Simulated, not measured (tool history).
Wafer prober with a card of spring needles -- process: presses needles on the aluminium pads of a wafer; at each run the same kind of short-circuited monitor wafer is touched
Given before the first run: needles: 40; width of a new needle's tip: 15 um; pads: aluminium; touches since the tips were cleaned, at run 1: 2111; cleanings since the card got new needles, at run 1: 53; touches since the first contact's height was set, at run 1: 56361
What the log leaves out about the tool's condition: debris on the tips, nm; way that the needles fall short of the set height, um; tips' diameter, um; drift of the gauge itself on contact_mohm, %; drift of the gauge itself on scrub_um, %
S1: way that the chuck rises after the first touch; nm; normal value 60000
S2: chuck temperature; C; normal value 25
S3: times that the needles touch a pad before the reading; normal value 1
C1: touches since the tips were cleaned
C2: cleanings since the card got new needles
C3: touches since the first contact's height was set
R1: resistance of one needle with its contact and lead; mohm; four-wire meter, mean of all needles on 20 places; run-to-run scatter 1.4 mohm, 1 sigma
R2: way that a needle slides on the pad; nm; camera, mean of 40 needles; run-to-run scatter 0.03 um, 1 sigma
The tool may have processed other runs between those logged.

run 1 hour=0 | S1=60000 S2=25 S3=1 | C1=2111 C2=53 C3=56361 | R1=120 R2=12020
-- hour=3 tips cleaned on abrasive film
-- hour=9.9 tips cleaned on abrasive film
-- hour=16.7 tips cleaned on abrasive film
run 2 hour=21.8 | S1=60000 S2=25 S3=1 | C1=3121 C2=56 C3=69476 | R1=122 R2=11960
-- hour=23.3 tips cleaned on abrasive film
-- hour=29.8 tips cleaned on abrasive film
-- hour=36.5 tips cleaned on abrasive film
-- hour=43.7 tips cleaned on abrasive film
run 3 hour=44.9 | S1=67000 S2=25 S3=1 | C1=762 C2=60 C3=83380 | R1=120 R2=13340
-- hour=50.8 tips cleaned on abrasive film
-- hour=57.7 tips cleaned on abrasive film
-- hour=64.6 tips cleaned on abrasive film
run 4 hour=69 | S1=51000 S2=25 S3=1 | C1=2728 C2=63 C3=97929 | R1=123 R2=10160
-- hour=71.6 tips cleaned on abrasive film
-- hour=78.4 tips cleaned on abrasive film
run 5 hour=81.3 | S1=60000 S2=25 S3=3 | C1=1768 C2=65 C3=105279 | R1=119 R2=11910
-- hour=85.7 tips cleaned on abrasive film
-- hour=92.9 tips cleaned on abrasive film
run 6 hour=95.9 | S1=60000 S2=124 S3=1 | C1=1845 C2=67 C3=114136 | R1=135 R2=11920
-- hour=100 tips cleaned on abrasive film
-- hour=107 tips cleaned on abrasive film
-- hour=114 tips cleaned on abrasive film
run 7 hour=116.9 | S1=71000 S2=53 S3=2 | C1=1756 C2=70 C3=126764 | R1=119 R2=14050
-- hour=121 tips cleaned on abrasive film
-- hour=128.4 tips cleaned on abrasive film
run 8 hour=134 | S1=44000 S2=35 S3=2 | C1=3403 C2=72 C3=137065 | R1=130 R2=8720
-- hour=135.1 tips cleaned on abrasive film
-- hour=142.4 tips cleaned on abrasive film
-- hour=149.4 tips cleaned on abrasive film
-- hour=155.6 tips cleaned on abrasive film
run 9 hour=156.5 | S1=44000 S2=35 S3=2 | C1=514 C2=76 C3=150561 | R1=127 R2=8750
-- hour=162.4 tips cleaned on abrasive film
-- hour=169.3 tips cleaned on abrasive film
-- hour=172.5 height of the first contact set anew
-- hour=175.5 tips cleaned on abrasive film
run 10 hour=176.9 | S1=44000 S2=35 S3=2 | C1=857 C2=79 C3=2637 | R1=128 R2=8700
-- hour=182.6 tips cleaned on abrasive film
-- hour=189.7 tips cleaned on abrasive film
run 11 hour=191.8 | S1=65000 S2=25 S3=2 | C1=1320 C2=81 C3=11630 | R1=116 R2=12860
-- hour=196.3 tips cleaned on abrasive film
-- hour=200.3 gauge calibrated
-- hour=203.3 tips cleaned on abrasive film
run 12 hour=208 | S1=64000 S2=81 S3=1 | C1=2871 C2=83 C3=21386 | R1=129 R2=12780

Alternative continuations, all from the tool just after run 12; predict every row:
-- hour=209.6 tips cleaned on abrasive film
-- hour=216.3 tips cleaned on abrasive film
-- hour=223.2 tips cleaned on abrasive film
-- hour=229.9 tips cleaned on abrasive film
run A hour=232.3 | S1=60000 S2=30 S3=1 | C1=1471 C2=87 C3=35969 | R1=? R2=?
-- hour=209.6 tips cleaned on abrasive film
-- hour=216.3 tips cleaned on abrasive film
-- hour=223.2 tips cleaned on abrasive film
-- hour=229.9 tips cleaned on abrasive film
run B hour=232.3 | S1=48000 S2=25 S3=3 | C1=1471 C2=87 C3=35969 | R1=? R2=?
-- hour=209.6 tips cleaned on abrasive film
-- hour=216.3 tips cleaned on abrasive film
-- hour=223.2 tips cleaned on abrasive film
-- hour=229.9 tips cleaned on abrasive film
run C hour=232.3 | S1=53000 S2=53 S3=1 | C1=1471 C2=87 C3=35969 | R1=? R2=?

run=A R1=117 R2=11950
run=B R1=123 R2=9590
run=C R1=126 R2=10530
What these runs would have given with no unlogged condition in the tool:
run=A R1=117 R2=11980
run=B R1=123 R2=9620
run=C R1=126 R2=10550
